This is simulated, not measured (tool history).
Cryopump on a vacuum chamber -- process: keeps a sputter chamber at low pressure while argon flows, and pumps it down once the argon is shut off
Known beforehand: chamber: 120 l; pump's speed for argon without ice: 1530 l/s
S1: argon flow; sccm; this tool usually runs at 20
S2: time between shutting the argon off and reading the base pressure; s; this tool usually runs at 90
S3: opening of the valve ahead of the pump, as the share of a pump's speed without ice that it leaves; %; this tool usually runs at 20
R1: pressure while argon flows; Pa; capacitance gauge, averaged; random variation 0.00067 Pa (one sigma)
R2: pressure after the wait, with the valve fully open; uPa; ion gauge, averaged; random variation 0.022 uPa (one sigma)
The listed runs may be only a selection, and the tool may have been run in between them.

run,hour,S1,S2,S3,R1,R2
1,0,20,90,20,0.1112,1.14
2,69.6,15,90,20,0.0847,1.23
3,114.5,15,90,20,0.0845,1.28
4,164.3,15,90,20,0.0851,1.35
5,244.7,15,90,20,0.0859,1.55
6,302,15,90,20,0.0884,1.67
7,336.7,15,90,20,0.088,1.72
8,388.4,19,63,18,0.1258,2.03
9,424.8,11,47,20,0.0652,2.26
10,489.5,11,47,20,0.0674,2.5
# hour 522.1: pump warmed up, emptied and cooled again
11,577,20,90,21,0.1046,1.68
12,629,13,22,17,0.0858,2.94
13,692.6,25,61,20,0.142,2.09
14,740.3,18,65,24,0.0865,2.19

Branching from run 14: 4 alternative next runs. What would each branch give?
A,821.4,9,28,24,?,?
B,821.4,20,90,18,?,?
C,821.4,18,284,34,?,?
D,821.4,18,112,56,?,?

run,R1,R2
A,0.0444,3.25
B,0.126,2.14
C,0.0633,2.01
D,0.041,2.18
Stripped of hidden state, with their random variation kept, the same runs would have yielded:
run,R1,R2
A,0.0418,1.56
B,0.1204,0.54
C,0.0581,0.33
D,0.0359,0.52
